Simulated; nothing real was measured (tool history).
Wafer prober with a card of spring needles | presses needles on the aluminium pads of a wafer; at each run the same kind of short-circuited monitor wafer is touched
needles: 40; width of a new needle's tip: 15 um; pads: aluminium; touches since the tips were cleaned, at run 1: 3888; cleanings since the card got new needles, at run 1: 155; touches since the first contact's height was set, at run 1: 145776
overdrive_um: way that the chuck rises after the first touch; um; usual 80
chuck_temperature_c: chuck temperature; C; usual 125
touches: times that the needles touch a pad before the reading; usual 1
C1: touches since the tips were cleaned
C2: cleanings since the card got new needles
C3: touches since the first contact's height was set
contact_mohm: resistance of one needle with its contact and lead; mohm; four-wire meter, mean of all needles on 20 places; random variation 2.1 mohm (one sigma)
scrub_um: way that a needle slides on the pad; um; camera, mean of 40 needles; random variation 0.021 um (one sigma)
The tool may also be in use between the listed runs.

{"run": 1, "hour": 0.0, "overdrive_um": 80, "chuck_temperature_c": 125, "touches": 1, "C1": 3888, "C2": 155, "C3": 145776, "contact_mohm": 229, "scrub_um": 13.95}
{"hour": 10.4, "done": "tips cleaned on abrasive film"}
{"hour": 28.7, "done": "tips cleaned on abrasive film"}
{"hour": 46.8, "done": "tips cleaned on abrasive film"}
{"hour": 63.5, "done": "tips cleaned on abrasive film"}
{"run": 2, "hour": 63.5, "overdrive_um": 80, "chuck_temperature_c": 102, "touches": 1, "C1": 0, "C2": 159, "C3": 177989, "contact_mohm": 224, "scrub_um": 13.93}
{"hour": 78.3, "done": "tips cleaned on abrasive film"}
{"hour": 85.5, "done": "height of the first contact set anew"}
{"hour": 96.5, "done": "tips cleaned on abrasive film"}
{"run": 3, "hour": 97.5, "overdrive_um": 80, "chuck_temperature_c": 102, "touches": 1, "C1": 506, "C2": 161, "C3": 6107, "contact_mohm": 226, "scrub_um": 13.96}
{"hour": 111.7, "done": "tips cleaned on abrasive film"}
{"hour": 126.4, "done": "tips cleaned on abrasive film"}
{"hour": 144.8, "done": "tips cleaned on abrasive film"}
{"run": 4, "hour": 148.8, "overdrive_um": 80, "chuck_temperature_c": 102, "touches": 1, "C1": 2019, "C2": 164, "C3": 32110, "contact_mohm": 227, "scrub_um": 13.93}
{"hour": 159.9, "done": "tips cleaned on abrasive film"}
{"hour": 177.7, "done": "tips cleaned on abrasive film"}
{"run": 5, "hour": 189.7, "overdrive_um": 80, "chuck_temperature_c": 102, "touches": 1, "C1": 6139, "C2": 166, "C3": 52890, "contact_mohm": 227, "scrub_um": 13.98}
{"hour": 193.5, "done": "tips cleaned on abrasive film"}
{"hour": 211.9, "done": "tips cleaned on abrasive film"}
{"run": 6, "hour": 220.7, "overdrive_um": 80, "chuck_temperature_c": 102, "touches": 1, "C1": 4528, "C2": 168, "C3": 68619, "contact_mohm": 227, "scrub_um": 13.92}
{"hour": 228.2, "done": "tips cleaned on abrasive film"}
{"hour": 246.1, "done": "tips cleaned on abrasive film"}
{"hour": 260.9, "done": "tips cleaned on abrasive film"}
{"run": 7, "hour": 271.4, "overdrive_um": 80, "chuck_temperature_c": 125, "touches": 2, "C1": 5375, "C2": 171, "C3": 94317, "contact_mohm": 228, "scrub_um": 13.88}
{"hour": 278.8, "done": "tips cleaned on abrasive film"}
{"hour": 296.3, "done": "tips cleaned on abrasive film"}
{"run": 8, "hour": 306.9, "overdrive_um": 80, "chuck_temperature_c": 125, "touches": 3, "C1": 5416, "C2": 173, "C3": 112338, "contact_mohm": 233, "scrub_um": 13.88}
{"hour": 314.3, "done": "tips cleaned on abrasive film"}
{"hour": 332.2, "done": "tips cleaned on abrasive film"}
{"run": 9, "hour": 344.9, "overdrive_um": 80, "chuck_temperature_c": 39, "touches": 3, "C1": 6483, "C2": 175, "C3": 131639, "contact_mohm": 212, "scrub_um": 13.89}
{"hour": 348.7, "done": "tips cleaned on abrasive film"}
{"hour": 367.1, "done": "tips cleaned on abrasive film"}
{"run": 10, "hour": 378.2, "overdrive_um": 80, "chuck_temperature_c": 39, "touches": 3, "C1": 5683, "C2": 177, "C3": 148503, "contact_mohm": 210, "scrub_um": 13.9}
{"hour": 381.9, "done": "tips cleaned on abrasive film"}
{"hour": 396.7, "done": "tips cleaned on abrasive film"}
{"hour": 415.1, "done": "tips cleaned on abrasive film"}
{"run": 11, "hour": 426.4, "overdrive_um": 80, "chuck_temperature_c": 125, "touches": 1, "C1": 5770, "C2": 180, "C3": 172936, "contact_mohm": 229, "scrub_um": 13.86}
{"hour": 430.1, "done": "tips cleaned on abrasive film"}
{"hour": 444.9, "done": "tips cleaned on abrasive film"}
{"hour": 459.7, "done": "height of the first contact set anew"}
{"hour": 463.5, "done": "tips cleaned on abrasive film"}
{"run": 12, "hour": 471.4, "overdrive_um": 80, "chuck_temperature_c": 125, "touches": 1, "C1": 4053, "C2": 183, "C3": 5920, "contact_mohm": 233, "scrub_um": 13.89}
{"hour": 478.9, "done": "tips cleaned on abrasive film"}
{"hour": 497.2, "done": "tips cleaned on abrasive film"}
{"hour": 511.9, "done": "tips cleaned on abrasive film"}
{"hour": 526.6, "done": "tips cleaned on abrasive film"}
{"run": 13, "hour": 535.1, "overdrive_um": 80, "chuck_temperature_c": 125, "touches": 1, "C1": 4320, "C2": 187, "C3": 38199, "contact_mohm": 233, "scrub_um": 13.87}
{"hour": 542.5, "done": "tips cleaned on abrasive film"}
{"hour": 560.2, "done": "tips cleaned on abrasive film"}
{"hour": 576.5, "done": "tips cleaned on abrasive film"}
{"run": 14, "hour": 576.5, "overdrive_um": 80, "chuck_temperature_c": 78, "touches": 1, "C1": 0, "C2": 190, "C3": 59156, "contact_mohm": 220, "scrub_um": 13.86}
{"hour": 594.1, "done": "tips cleaned on abrasive film"}
{"hour": 612.1, "done": "tips cleaned on abrasive film"}
{"hour": 629.5, "done": "tips cleaned on abrasive film"}
{"run": 15, "hour": 629.5, "overdrive_um": 83, "chuck_temperature_c": 118, "touches": 3, "C1": 0, "C2": 193, "C3": 86042, "contact_mohm": 232, "scrub_um": 14.33}

Run 16 comes next. What will it give?
{"hour": 647.5, "done": "tips cleaned on abrasive film"}
{"hour": 662.3, "done": "tips cleaned on abrasive film"}
{"hour": 680.3, "done": "tips cleaned on abrasive film"}
{"run": 16, "hour": 680.3, "overdrive_um": 77, "chuck_temperature_c": 61, "touches": 1, "C1": 0, "C2": 196, "C3": 111844, "contact_mohm": "?", "scrub_um": "?"}

contact_mohm: 218 mohm
scrub_um: 13.35 um
Without the tool's hidden state the same run would have given contact_mohm 217 mohm, scrub_um 13.47 um.
